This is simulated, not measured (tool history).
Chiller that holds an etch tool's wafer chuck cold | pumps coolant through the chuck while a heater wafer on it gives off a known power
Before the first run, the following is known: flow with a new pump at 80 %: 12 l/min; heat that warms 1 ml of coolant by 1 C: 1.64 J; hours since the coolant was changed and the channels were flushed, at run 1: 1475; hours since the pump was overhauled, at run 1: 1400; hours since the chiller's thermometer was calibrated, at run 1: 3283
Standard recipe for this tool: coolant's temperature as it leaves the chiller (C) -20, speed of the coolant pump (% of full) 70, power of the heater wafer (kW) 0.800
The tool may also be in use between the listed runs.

run    hour  coolant's temperature as it leaves the chiller (C)  speed of the coolant pump (% of full)  power of the heater wafer (kW)  hours since the coolant was changed and the channels were flushed  hours since the pump was overhauled  hours since the chiller's thermometer was calibrated  chuck's temperature once it has settled (C)  how much warmer the coolant comes back (C)
  1     0.0                                                 -20                                     70                           0.800                                                               1475                                 1400                                                  3283                                         -8.7                                        2.89
  2    34.7                                                 -20                                     70                           0.867                                                               1510                                 1435                                                  3317                                         -7.7                                        3.17
  3    76.2                                                 -20                                     70                           1.127                                                               1551                                 1477                                                  3359                                         -3.9                                        4.10
       96.4  -- chiller's thermometer calibrated
  4   120.8                                                 -20                                     70                           1.127                                                               1595                                 1520                                                    24                                         -4.3                                        4.11
  5   156.5                                                 -20                                     70                           1.127                                                               1631                                 1556                                                    60                                         -4.2                                        4.11
  6   186.2                                                 -20                                     70                           1.127                                                               1660                                 1586                                                    90                                         -4.1                                        4.16
  7   237.3                                                 -20                                     70                           1.127                                                               1711                                 1637                                                   141                                         -4.2                                        4.14
  8   271.5                                                 -21                                     70                           1.127                                                               1745                                 1671                                                   175                                         -5.1                                        4.10
  9   330.3                                                 -21                                     70                           1.127                                                               1804                                 1730                                                   234                                         -5.1                                        4.13
 10   369.1                                                 -21                                     70                           1.127                                                               1843                                 1769                                                   273                                         -5.0                                        4.12
 11   406.8                                                 -21                                     70                           1.127                                                               1881                                 1806                                                   310                                         -4.7                                        4.20
 12   434.8                                                 -21                                     70                           1.127                                                               1909                                 1834                                                   338                                         -5.1                                        4.16
 13   487.5                                                 -20                                     70                           1.040                                                               1962                                 1887                                                   391                                         -5.0                                        3.88
 14   518.8                                                 -20                                     70                           0.727                                                               1993                                 1918                                                   422                                         -9.5                                        2.68
 15   551.1                                                 -20                                     70                           0.727                                                               2025                                 1950                                                   455                                         -9.6                                        2.68
 16   606.0                                                 -20                                     70                           0.727                                                               2080                                 2005                                                   510                                         -9.5                                        2.67
 17   654.6                                                 -16                                     73                           0.434                                                               2129                                 2054                                                   558                                         -9.9                                        1.55
 18   680.3                                                 -16                                     73                           0.510                                                               2154                                 2080                                                   584                                         -8.9                                        1.83
 19   729.2                                                 -18                                     63                           0.972                                                               2203                                 2129                                                   633                                         -2.9                                        4.08
 20   781.2                                                 -14                                     70                           0.453                                                               2255                                 2181                                                   685                                         -7.3                                        1.67
 21   805.6                                                 -14                                     70                           0.453                                                               2280                                 2205                                                   709                                         -7.3                                        1.64
 22   845.9                                                 -12                                     75                           0.453                                                               2320                                 2245                                                   749                                         -5.7                                        1.59
 23   873.8                                                 -12                                     75                           0.453                                                               2348                                 2273                                                   777                                         -5.8                                        1.68
 24   917.7                                                 -12                                     75                           0.453                                                               2392                                 2317                                                   821                                         -5.7                                        1.55
 25   976.7                                                 -12                                     70                           0.453                                                               2451                                 2376                                                   880                                         -5.3                                        1.73
 26  1026.3                                                 -21                                     77                           1.152                                                               2500                                 2426                                                   930                                         -4.8                                        3.93
 27  1061.1                                                 -21                                     77                           1.152                                                               2535                                 2461                                                   965                                         -4.9                                        3.88
 28  1118.4                                                 -20                                     70                           1.114                                                               2592                                 2518                                                  1022                                         -3.3                                        4.22
 29  1160.9                                                 -16                                     70                           1.114                                                               2635                                 2560                                                  1065                                          0.7                                        4.18
 30  1217.2                                                 -20                                     97                           0.800                                                               2691                                 2617                                                  1121                                        -10.2                                        2.18
 31  1260.6                                                 -20                                     74                           0.800                                                               2735                                 2660                                                  1164                                         -8.3                                        2.82
 32  1284.6                                                 -20                                     69                           0.797                                                               2759                                 2684                                                  1188                                         -7.7                                        3.08

3 options for the next run, each taken on its own from the tool as it stands now. Forecast them:
  A  1328.4                                                 -29                                     75                           1.010                                                               2802                                 2728                                                  1232                                            ?                                           ?
  B  1328.4                                                 -11                                     98                           0.447                                                               2802                                 2728                                                  1232                                            ?                                           ?
  C  1328.4                                                 -13                                     89                           0.797                                                               2802                                 2728                                                  1232                                            ?                                           ?

run  chuck's temperature once it has settled (C)  how much warmer the coolant comes back (C)
  A                                        -14.2                                        3.59
  B                                         -5.6                                        1.16
  C                                         -2.5                                        2.41
What these runs would have given with no unlogged condition in the tool:
run  chuck's temperature once it has settled (C)  how much warmer the coolant comes back (C)
  A                                        -16.7                                        3.30
  B                                         -6.5                                        1.06
  C                                         -4.2                                        2.21
